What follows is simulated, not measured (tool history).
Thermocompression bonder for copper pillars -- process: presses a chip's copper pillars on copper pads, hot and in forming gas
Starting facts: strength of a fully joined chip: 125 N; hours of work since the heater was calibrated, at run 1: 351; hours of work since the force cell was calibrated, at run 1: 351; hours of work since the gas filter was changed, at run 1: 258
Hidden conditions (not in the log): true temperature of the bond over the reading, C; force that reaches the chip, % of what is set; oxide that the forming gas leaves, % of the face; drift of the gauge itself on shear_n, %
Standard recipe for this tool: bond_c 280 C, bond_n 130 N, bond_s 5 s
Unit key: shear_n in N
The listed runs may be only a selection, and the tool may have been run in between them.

| run | hour | bond_c | bond_n | bond_s | hours of work since the heater was calibrated | hours of work since the force cell was calibrated | hours of work since the gas filter was changed | shear_n |
|---|---|---|---|---|---|---|---|---|
| 1 | 0 | 280 | 130 | 5 | 351 | 351 | 258 | 61.9 |
| 2 | 27.4 | 280 | 130 | 5 | 372 | 372 | 278 | 63 |
| 3 | 60.5 | 280 | 130 | 5 | 396 | 396 | 302 | 62 |
|  | 96.8 | forming gas filter changed |
| 4 | 98.9 | 280 | 130 | 5 | 424 | 424 | 2 | 65.4 |
| 5 | 119.5 | 280 | 189 | 5 | 439 | 439 | 17 | 81 |
| 6 | 152.5 | 280 | 189 | 5 | 464 | 464 | 41 | 82.3 |
| 7 | 174.7 | 280 | 189 | 5 | 481 | 481 | 58 | 80.5 |
| 8 | 196.2 | 280 | 189 | 5 | 496 | 496 | 74 | 80.4 |
| 9 | 217.6 | 280 | 130 | 5 | 512 | 512 | 90 | 63.5 |
| 10 | 235.9 | 280 | 130 | 5 | 526 | 526 | 103 | 64.3 |
|  | 267.4 | heater calibrated with a thermocouple chip |
| 11 | 273.2 | 280 | 130 | 5 | 4 | 552 | 129 | 65.5 |
| 12 | 308.6 | 280 | 130 | 5 | 31 | 578 | 156 | 65 |
| 13 | 327.8 | 251 | 111 | 5 | 45 | 593 | 170 | 41.7 |
| 14 | 359.6 | 251 | 111 | 5 | 68 | 616 | 194 | 41 |
| 15 | 385.9 | 280 | 130 | 4 | 88 | 636 | 213 | 59.4 |
| 16 | 405.7 | 280 | 130 | 4 | 103 | 650 | 228 | 60.2 |
|  | 433.9 | heater calibrated with a thermocouple chip, once more |
| 17 | 438.1 | 283 | 163 | 4 | 3 | 673 | 250 | 66.3 |
| 18 | 479.8 | 266 | 130 | 5 | 34 | 704 | 281 | 50.5 |
| 19 | 504.1 | 284 | 130 | 4 | 52 | 722 | 299 | 57.7 |
| 20 | 526.5 | 266 | 111 | 4 | 69 | 739 | 316 | 41.4 |
|  | 545.2 | forming gas filter changed |
| 21 | 571.8 | 266 | 111 | 4 | 102 | 772 | 20 | 43.3 |

Here are 5 independent what-if runs from the current tool condition. What would each one return?
| A | 616.5 | 291 | 130 | 8 | 135 | 805 | 53 | ? |
| B | 616.5 | 305 | 120 | 4 | 135 | 805 | 53 | ? |
| C | 616.5 | 251 | 135 | 4 | 135 | 805 | 53 | ? |
| D | 616.5 | 276 | 111 | 4 | 135 | 805 | 53 | ? |
| E | 616.5 | 263 | 124 | 5 | 135 | 805 | 53 | ? |

| run | shear_n |
|---|---|
| A | 79 |
| B | 68.9 |
| C | 41.6 |
| D | 48.7 |
| E | 48.6 |
Without the tool's unlogged condition, the same runs would have read:
| run | shear_n |
|---|---|
| A | 82.6 |
| B | 72.5 |
| C | 44.1 |
| D | 51.6 |
| E | 51.4 |
